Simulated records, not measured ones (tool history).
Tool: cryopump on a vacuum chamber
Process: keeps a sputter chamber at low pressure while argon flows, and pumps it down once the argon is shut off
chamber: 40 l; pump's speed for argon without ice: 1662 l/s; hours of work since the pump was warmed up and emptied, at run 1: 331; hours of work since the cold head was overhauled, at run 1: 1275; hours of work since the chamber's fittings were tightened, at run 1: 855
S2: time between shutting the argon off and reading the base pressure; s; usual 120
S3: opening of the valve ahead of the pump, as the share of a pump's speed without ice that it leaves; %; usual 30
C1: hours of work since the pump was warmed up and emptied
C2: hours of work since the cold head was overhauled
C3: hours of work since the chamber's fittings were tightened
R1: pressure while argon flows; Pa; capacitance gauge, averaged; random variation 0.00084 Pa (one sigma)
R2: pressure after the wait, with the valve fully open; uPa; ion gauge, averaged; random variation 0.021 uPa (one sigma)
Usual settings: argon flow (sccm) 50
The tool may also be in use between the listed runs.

Run 1, hour 0: usual settings; C1 331; C2 1275; C3 855. Result: R1 0.1745 Pa, R2 1.13 uPa.
Run 2, hour 44.1: usual settings; C1 350; C2 1294; C3 874. Result: R1 0.1763 Pa, R2 1.16 uPa.
Run 3, hour 111.6: usual settings but S3 25 %; C1 379; C2 1323; C3 903. Result: R1 0.2101 Pa, R2 1.2 uPa.
Run 4, hour 147.1: usual settings but S3 25 %; C1 394; C2 1338; C3 918. Result: R1 0.2116 Pa, R2 1.24 uPa.
Run 5, hour 206: usual settings but S3 25 %; C1 420; C2 1364; C3 944. Result: R1 0.2119 Pa, R2 1.25 uPa.
Run 6, hour 281.3: usual settings but S2 88 s, S3 25 %; C1 452; C2 1396; C3 976. Result: R1 0.2108 Pa, R2 1.31 uPa.
Run 7, hour 350.3: usual settings but S2 88 s, S3 25 %; C1 482; C2 1426; C3 1006. Result: R1 0.2145 Pa, R2 1.41 uPa.
Run 8, hour 400.2: usual settings; C1 504; C2 1448; C3 1028. Result: R1 0.1805 Pa, R2 1.34 uPa.
Run 9, hour 473.5: usual settings; C1 536; C2 1479; C3 1059. Result: R1 0.1793 Pa, R2 1.43 uPa.
Run 10, hour 542.6: usual settings; C1 565; C2 1509; C3 1089. Result: R1 0.1824 Pa, R2 1.41 uPa.
Run 11, hour 593.1: usual settings; C1 587; C2 1531; C3 1111. Result: R1 0.1809 Pa, R2 1.43 uPa.
Run 12, hour 625.9: usual settings; C1 601; C2 1545; C3 1125. Result: R1 0.1812 Pa, R2 1.44 uPa.
Run 13, hour 703.5: usual settings; C1 635; C2 1579; C3 1159. Result: R1 0.1823 Pa, R2 1.56 uPa.
Run 14, hour 781.8: usual settings; C1 669; C2 1613; C3 1193. Result: R1 0.1832 Pa, R2 1.6 uPa.
Run 15, hour 857.6: usual settings; C1 702; C2 1645; C3 1225. Result: R1 0.1854 Pa, R2 1.63 uPa.
Run 16, hour 915.5: usual settings; C1 727; C2 1671; C3 1250. Result: R1 0.1865 Pa, R2 1.71 uPa.
Run 17, hour 979.5: usual settings but S2 276 s; C1 754; C2 1698; C3 1278. Result: R1 0.186 Pa, R2 1.57 uPa.
Run 18, hour 1031.1: usual settings but argon flow (sccm) 71, S2 60 s; C1 777; C2 1720; C3 1300. Result: R1 0.2651 Pa, R2 1.96 uPa.
Run 19, hour 1088.3: usual settings but argon flow (sccm) 24, S2 53 s, S3 29 %; C1 801; C2 1745; C3 1325. Result: R1 0.0929 Pa, R2 1.98 uPa.
Run 20, hour 1146.7: usual settings but argon flow (sccm) 24, S2 53 s, S3 29 %; C1 827; C2 1770; C3 1350. Result: R1 0.0928 Pa, R2 2.07 uPa.
Run 21, hour 1182.4: usual settings but S2 48 s; C1 842; C2 1786; C3 1366. Result: R1 0.1888 Pa, R2 2.07 uPa.
Run 22, hour 1244.9: usual settings but S2 48 s; C1 869; C2 1813; C3 1393. Result: R1 0.1901 Pa, R2 2.17 uPa.
Run 23, hour 1288.4: usual settings but S2 109 s, S3 39 %; C1 888; C2 1832; C3 1412. Result: R1 0.1504 Pa, R2 1.88 uPa.
Run 24, hour 1349.8: usual settings but S2 109 s, S3 39 %; C1 914; C2 1858; C3 1438. Result: R1 0.1509 Pa, R2 2.02 uPa.
Run 25, hour 1395.6: usual settings but argon flow (sccm) 23, S3 17 %; C1 934; C2 1878; C3 1458. Result: R1 0.1481 Pa, R2 1.98 uPa.
At hour 1416.2: pump warmed up, emptied and cooled again.
Run 26, hour 1469.2: usual settings but argon flow (sccm) 28, S2 32 s, S3 24 %; C1 23; C2 1908; C3 1488. Result: R1 0.1188 Pa, R2 2.16 uPa.
Run 27, hour 1527.2: usual settings but argon flow (sccm) 49, S2 56 s, S3 19 %; C1 48; C2 1933; C3 1513. Result: R1 0.267 Pa, R2 1.86 uPa.
Run 28, hour 1592.7: usual settings but argon flow (sccm) 49, S2 31 s, S3 26 %; C1 76; C2 1961; C3 1541. Result: R1 0.1952 Pa, R2 2.25 uPa.
Run 29, hour 1656.7: usual settings but argon flow (sccm) 88, S2 32 s, S3 20 %; C1 104; C2 1989; C3 1569. Result: R1 0.456 Pa, R2 2.2 uPa.
Run 30, hour 1696.2: usual settings but argon flow (sccm) 39, S3 57 %; C1 121; C2 2006; C3 1586. Result: R1 0.0718 Pa, R2 1.62 uPa.
Run 31, hour 1766.9: usual settings but argon flow (sccm) 39, S3 57 %; C1 152; C2 2036; C3 1616. Result: R1 0.0731 Pa, R2 1.65 uPa.
Run 32, hour 1837.8: usual settings but argon flow (sccm) 51, S2 170 s; C1 182; C2 2067; C3 1647. Result: R1 0.1799 Pa, R2 1.65 uPa.
Run 33, hour 1913: usual settings but argon flow (sccm) 57, S2 130 s, S3 15 %; C1 215; C2 2100; C3 1679. Result: R1 0.3948 Pa, R2 1.76 uPa.
Run 34, hour 1968.1: usual settings but argon flow (sccm) 20, S2 130 s, S3 55 %; C1 239; C2 2123; C3 1703. Result: R1 0.0397 Pa, R2 1.75 uPa.

Forecast each of these 3 alternatives for the next run:
Run A, hour 2046.7: usual settings but argon flow (sccm) 26, S2 130 s, S3 55 %; C1 273; C2 2157; C3 1737. Result: R1 ?, R2 ?.
Run B, hour 2046.7: usual settings but argon flow (sccm) 61, S2 134 s, S3 55 %; C1 273; C2 2157; C3 1737. Result: R1 ?, R2 ?.
Run C, hour 2046.7: usual settings but argon flow (sccm) 48, S2 27 s, S3 15 %; C1 273; C2 2157; C3 1737. Result: R1 ?, R2 ?.

run      R1    R2
  A  0.0518  1.82
  B  0.1216  1.77
  C  0.3326  2.61
Without the tool's hidden state the same runs would have given:
run      R1    R2
  A  0.0482  0.42
  B  0.1132  0.36
  C   0.326  1.17
